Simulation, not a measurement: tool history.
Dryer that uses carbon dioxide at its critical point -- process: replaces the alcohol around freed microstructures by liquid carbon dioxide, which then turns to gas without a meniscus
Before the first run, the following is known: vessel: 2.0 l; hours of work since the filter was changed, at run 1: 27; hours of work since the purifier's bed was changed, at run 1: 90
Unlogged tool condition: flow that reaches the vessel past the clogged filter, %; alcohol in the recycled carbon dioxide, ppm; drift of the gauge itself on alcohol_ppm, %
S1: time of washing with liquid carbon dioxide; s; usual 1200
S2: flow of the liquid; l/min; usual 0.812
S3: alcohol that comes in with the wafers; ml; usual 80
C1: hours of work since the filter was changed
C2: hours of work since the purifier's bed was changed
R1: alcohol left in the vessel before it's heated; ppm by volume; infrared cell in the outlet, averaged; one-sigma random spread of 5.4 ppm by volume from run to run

| run | hour | S1 | S2 | S3 | C1 | C2 | R1 |
|---|---|---|---|---|---|---|---|
| 1 | 0 | 1200 | 0.812 | 80 | 27 | 90 | 158 |
| 2 | 13.9 | 1200 | 0.812 | 80 | 35 | 98 | 164 |
| 3 | 27.1 | 1200 | 0.812 | 80 | 43 | 106 | 168 |
| 4 | 53.9 | 1200 | 0.812 | 80 | 59 | 122 | 170 |
| 5 | 71.7 | 1200 | 0.812 | 80 | 70 | 133 | 181 |
| 6 | 85.2 | 1200 | 0.812 | 80 | 78 | 141 | 182 |
| 7 | 100.2 | 1200 | 0.812 | 85 | 87 | 150 | 212 |
| 8 | 124.7 | 1020 | 0.812 | 85 | 101 | 165 | 448 |
| 9 | 145 | 1020 | 0.812 | 85 | 113 | 177 | 447 |
| 10 | 161.3 | 1020 | 0.812 | 85 | 123 | 186 | 447 |
| 11 | 186.5 | 1020 | 0.812 | 85 | 138 | 202 | 455 |
| 12 | 205.8 | 1200 | 0.542 | 80 | 150 | 213 | 1072 |
| 13 | 218.5 | 1200 | 0.542 | 80 | 157 | 221 | 1093 |
| 14 | 240.6 | 1200 | 0.542 | 80 | 171 | 234 | 1112 |
| 15 | 267.3 | 1200 | 0.954 | 80 | 186 | 250 | 119 |
| 16 | 294.5 | 1200 | 0.954 | 80 | 203 | 266 | 135 |
| 17 | 311.5 | 1200 | 0.535 | 80 | 213 | 276 | 1223 |
| 18 | 334.3 | 1200 | 0.535 | 80 | 227 | 290 | 1284 |
| 19 | 346.8 | 1200 | 0.531 | 80 | 234 | 297 | 1308 |
| 20 | 367.6 | 1200 | 0.531 | 80 | 246 | 310 | 1355 |
| 21 | 379.3 | 1200 | 0.531 | 80 | 253 | 317 | 1349 |
| 22 | 401.9 | 1680 | 0.913 | 80 | 267 | 330 | 66 |
| 23 | 425 | 1680 | 0.913 | 80 | 281 | 344 | 66 |
| 24 | 438.6 | 780 | 0.812 | 80 | 289 | 352 | 1532 |
| 25 | 454.7 | 780 | 0.812 | 80 | 298 | 362 | 1567 |
| 26 | 470.2 | 840 | 0.812 | 80 | 308 | 371 | 1266 |
| 27 | 490.3 | 840 | 1.032 | 49 | 320 | 383 | 372 |
| 28 | 505.9 | 960 | 0.988 | 22 | 329 | 392 | 150 |
| 29 | 534.4 | 960 | 0.988 | 22 | 346 | 409 | 160 |
| 30 | 560.4 | 780 | 0.886 | 94 | 362 | 425 | 1545 |
| 31 | 583 | 780 | 0.886 | 94 | 375 | 439 | 1584 |
| 32 | 598.7 | 1740 | 0.886 | 64 | 385 | 448 | 83 |
| 33 | 623.3 | 1200 | 0.812 | 99 | 399 | 463 | 468 |
| 34 | 638.2 | 960 | 1.168 | 44 | 408 | 471 | 168 |
| 35 | 662.8 | 1860 | 0.528 | 48 | 423 | 486 | 247 |
| 36 | 684.5 | 780 | 0.888 | 38 | 436 | 499 | 762 |
|  | 692.7 | inlet filter changed |
| 37 | 702.2 | 840 | 0.845 | 96 | 6 | 509 | 859 |
| 38 | 729 | 840 | 0.845 | 96 | 22 | 525 | 866 |
| 39 | 752.4 | 840 | 0.845 | 96 | 36 | 539 | 900 |
| 40 | 776.5 | 840 | 0.845 | 96 | 50 | 554 | 920 |
| 41 | 796.4 | 1560 | 0.812 | 80 | 62 | 565 | 115 |

Alternative continuations, all from the tool just after run 41; predict every row:
| A | 810.7 | 1260 | 0.967 | 50 | 71 | 574 | ? |
| B | 810.7 | 1200 | 1.155 | 35 | 71 | 574 | ? |
| C | 810.7 | 1320 | 0.749 | 66 | 71 | 574 | ? |
| D | 810.7 | 1800 | 0.812 | 49 | 71 | 574 | ? |

| run | R1 |
|---|---|
| A | 110 |
| B | 98 |
| C | 202 |
| D | 90 |
With no hidden state in the tool, these same runs would have given:
| run | R1 |
|---|---|
| A | 24 |
| B | 16 |
| C | 103 |
| D | 10 |
